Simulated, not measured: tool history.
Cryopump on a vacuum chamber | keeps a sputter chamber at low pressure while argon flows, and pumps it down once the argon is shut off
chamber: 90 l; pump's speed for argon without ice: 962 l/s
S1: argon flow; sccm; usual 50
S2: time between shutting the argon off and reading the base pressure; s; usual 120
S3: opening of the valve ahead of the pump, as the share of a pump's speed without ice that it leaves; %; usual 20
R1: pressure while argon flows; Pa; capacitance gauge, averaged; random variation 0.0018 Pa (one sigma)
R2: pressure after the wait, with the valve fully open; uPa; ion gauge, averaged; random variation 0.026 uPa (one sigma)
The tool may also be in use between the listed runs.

run	hour	S1	S2	S3	R1	R2
1	0.0	50	120	20	0.4374	2.96
2	18.1	50	120	20	0.4370	2.85
3	49.2	50	120	20	0.4413	2.99
4	65.0	50	120	27	0.3274	3.06
5	86.5	50	120	20	0.4382	3.02
6	122.9	50	58	20	0.4461	3.99
7	155.9	50	58	20	0.4418	3.92
# hour 179.2: leaking fittings of the chamber tightened, without venting
8	189.1	50	277	20	0.4426	0.70
9	218.3	50	277	20	0.4438	0.74
10	253.1	50	84	24	0.3747	1.61
11	275.5	50	84	24	0.3712	1.59
12	292.4	92	120	20	0.8212	1.30
13	317.4	50	120	20	0.4468	1.33
14	352.4	50	57	33	0.2723	2.32
15	367.1	50	57	33	0.2722	2.35
16	397.7	33	64	56	0.1092	2.10
17	416.1	33	64	56	0.1086	2.08
18	437.9	31	120	15	0.3681	1.37

5 ways to go on from here, each from the tool as it stands after run 18. What would each give?
A	455.6	71	135	36	?	?
B	455.6	73	187	53	?	?
C	455.6	36	201	18	?	?
D	455.6	56	120	15	?	?
E	455.6	50	221	47	?	?

run	R1	R2
A	0.3586	1.39
B	0.2552	1.20
C	0.3585	1.13
D	0.6691	1.51
E	0.1967	1.07
Without the tool's hidden state the same runs would have given:
run	R1	R2
A	0.3465	1.08
B	0.2426	0.89
C	0.3523	0.82
D	0.6595	1.20
E	0.1881	0.76
